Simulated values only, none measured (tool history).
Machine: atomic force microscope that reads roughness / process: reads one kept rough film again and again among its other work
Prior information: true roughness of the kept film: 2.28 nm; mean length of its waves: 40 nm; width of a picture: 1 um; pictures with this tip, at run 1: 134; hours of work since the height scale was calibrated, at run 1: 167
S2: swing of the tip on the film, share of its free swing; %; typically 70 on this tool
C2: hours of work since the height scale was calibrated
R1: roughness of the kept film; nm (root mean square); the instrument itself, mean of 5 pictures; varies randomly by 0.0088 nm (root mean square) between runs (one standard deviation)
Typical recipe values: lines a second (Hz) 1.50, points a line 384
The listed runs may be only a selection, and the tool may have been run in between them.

{"run": 1, "day": 0.0, "lines a second (Hz)": 1.5, "S2": 70, "points a line": 384, "pictures with this tip": 134, "C2": 167, "R1": 1.788}
{"run": 2, "day": 0.575, "lines a second (Hz)": 1.5, "S2": 70, "points a line": 338, "pictures with this tip": 159, "C2": 177, "R1": 1.735}
{"run": 3, "day": 1.075, "lines a second (Hz)": 1.5, "S2": 70, "points a line": 384, "pictures with this tip": 180, "C2": 187, "R1": 1.709}
{"run": 4, "day": 1.562, "lines a second (Hz)": 1.5, "S2": 85, "points a line": 384, "pictures with this tip": 200, "C2": 196, "R1": 1.538}
{"run": 5, "day": 2.1, "lines a second (Hz)": 1.5, "S2": 85, "points a line": 384, "pictures with this tip": 223, "C2": 206, "R1": 1.49}
{"run": 6, "day": 2.65, "lines a second (Hz)": 1.5, "S2": 85, "points a line": 384, "pictures with this tip": 246, "C2": 216, "R1": 1.482}
{"day": 2.896, "done": "new tip fitted"}
{"run": 7, "day": 3.171, "lines a second (Hz)": 1.5, "S2": 85, "points a line": 384, "pictures with this tip": 11, "C2": 226, "R1": 1.739}
{"run": 8, "day": 3.604, "lines a second (Hz)": 1.5, "S2": 85, "points a line": 384, "pictures with this tip": 30, "C2": 234, "R1": 1.709}
{"run": 9, "day": 4.088, "lines a second (Hz)": 1.5, "S2": 85, "points a line": 384, "pictures with this tip": 50, "C2": 243, "R1": 1.687}
{"run": 10, "day": 4.392, "lines a second (Hz)": 1.5, "S2": 85, "points a line": 384, "pictures with this tip": 63, "C2": 248, "R1": 1.679}
{"run": 11, "day": 4.692, "lines a second (Hz)": 0.59, "S2": 70, "points a line": 384, "pictures with this tip": 76, "C2": 254, "R1": 1.934}
{"run": 12, "day": 5.012, "lines a second (Hz)": 1.5, "S2": 70, "points a line": 384, "pictures with this tip": 90, "C2": 260, "R1": 1.823}
{"run": 13, "day": 5.325, "lines a second (Hz)": 1.1, "S2": 89, "points a line": 384, "pictures with this tip": 103, "C2": 266, "R1": 1.65}
{"run": 14, "day": 5.671, "lines a second (Hz)": 2.87, "S2": 70, "points a line": 384, "pictures with this tip": 117, "C2": 272, "R1": 1.658}
{"run": 15, "day": 5.967, "lines a second (Hz)": 0.8, "S2": 72, "points a line": 432, "pictures with this tip": 130, "C2": 278, "R1": 1.847}
{"run": 16, "day": 6.358, "lines a second (Hz)": 0.96, "S2": 56, "points a line": 317, "pictures with this tip": 146, "C2": 285, "R1": 1.876}
{"run": 17, "day": 6.896, "lines a second (Hz)": 0.96, "S2": 56, "points a line": 317, "pictures with this tip": 169, "C2": 295, "R1": 1.845}
{"run": 18, "day": 7.304, "lines a second (Hz)": 0.52, "S2": 70, "points a line": 469, "pictures with this tip": 187, "C2": 303, "R1": 1.815}
{"run": 19, "day": 7.642, "lines a second (Hz)": 0.52, "S2": 70, "points a line": 469, "pictures with this tip": 201, "C2": 309, "R1": 1.799}
{"run": 20, "day": 8.117, "lines a second (Hz)": 2.45, "S2": 71, "points a line": 451, "pictures with this tip": 221, "C2": 318, "R1": 1.568}
{"run": 21, "day": 8.454, "lines a second (Hz)": 0.97, "S2": 59, "points a line": 384, "pictures with this tip": 235, "C2": 324, "R1": 1.76}
{"day": 8.988, "done": "new tip fitted"}
{"run": 22, "day": 9.012, "lines a second (Hz)": 0.97, "S2": 59, "points a line": 384, "pictures with this tip": 1, "C2": 335, "R1": 2.06}
{"run": 23, "day": 9.308, "lines a second (Hz)": 0.97, "S2": 59, "points a line": 384, "pictures with this tip": 13, "C2": 340, "R1": 2.054}

Alternative continuations, all from the tool just after run 23; predict every row:
{"run": "A", "day": 9.7, "lines a second (Hz)": 0.95, "S2": 70, "points a line": 411, "pictures with this tip": 30, "C2": 347, "R1": "?"}
{"run": "B", "day": 9.7, "lines a second (Hz)": 1.5, "S2": 86, "points a line": 315, "pictures with this tip": 30, "C2": 347, "R1": "?"}
{"run": "C", "day": 9.7, "lines a second (Hz)": 3.64, "S2": 59, "points a line": 956, "pictures with this tip": 30, "C2": 347, "R1": "?"}
{"run": "D", "day": 9.7, "lines a second (Hz)": 1.5, "S2": 70, "points a line": 655, "pictures with this tip": 30, "C2": 347, "R1": "?"}
{"run": "E", "day": 9.7, "lines a second (Hz)": 1.5, "S2": 60, "points a line": 384, "pictures with this tip": 30, "C2": 347, "R1": "?"}

run=A R1=1.981
run=B R1=1.704
run=C R1=1.877
run=D R1=1.923
run=E R1=1.977
With no hidden state in the tool, these same runs would have given:
run=A R1=2.031
run=B R1=1.747
run=C R1=1.925
run=D R1=1.972
run=E R1=2.027
